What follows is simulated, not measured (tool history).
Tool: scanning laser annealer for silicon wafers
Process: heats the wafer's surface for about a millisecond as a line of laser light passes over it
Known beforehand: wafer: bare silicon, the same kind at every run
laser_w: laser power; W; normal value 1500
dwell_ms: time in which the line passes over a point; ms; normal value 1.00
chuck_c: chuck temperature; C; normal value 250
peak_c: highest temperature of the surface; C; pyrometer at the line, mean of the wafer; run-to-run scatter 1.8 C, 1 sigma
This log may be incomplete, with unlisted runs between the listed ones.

run    hour  laser_w  dwell_ms  chuck_c  peak_c
  1     0.0     1500      1.00      250    1062
  2    56.9     1500      1.00      250    1063
  3   100.0     1500      1.00      250    1063
  4   128.6     1500      1.00      250    1064
  5   163.9     1500      1.22      250    1136
  6   199.3     1500      1.22      250    1139
  7   242.4     1500      1.22      247    1133
  8   302.1     1500      1.22      247    1136
  9   360.7     1485      1.00      250    1058
 10   398.0     1329      1.00      250     979
 11   464.4     1500      1.00      250    1062
 12   527.0     1500      1.00      250    1062
 13   580.5     1576      0.73      289    1029
      588.1  -- window over the wafer cleaned
 14   647.9     1410      0.72      278     945
 15   684.9     1410      0.72      251     915
 16   723.6     1551      0.94      211    1028
 17   782.7     1551      0.94      211    1028
 18   833.6     1551      0.94      211    1029
 19   870.5     1443      1.20      290    1140
 20   922.4     1378      1.09      254    1036
 21   992.5     1536      1.15      217    1101
 22  1046.3     1536      0.84      282    1051

4 ways to go on from here, each from the tool as it stands after run 22. What would each give?
  A  1088.9     1377      0.76      282       ?
  B  1088.9     1421      0.80      250       ?
  C  1088.9     1500      1.20      250       ?
  D  1088.9     1500      1.21      231       ?

run  peak_c
  A     949
  B     950
  C    1131
  D    1115
With the hidden condition removed and each run's random variation left untouched, the same runs would have given:
run  peak_c
  A     950
  B     950
  C    1132
  D    1116

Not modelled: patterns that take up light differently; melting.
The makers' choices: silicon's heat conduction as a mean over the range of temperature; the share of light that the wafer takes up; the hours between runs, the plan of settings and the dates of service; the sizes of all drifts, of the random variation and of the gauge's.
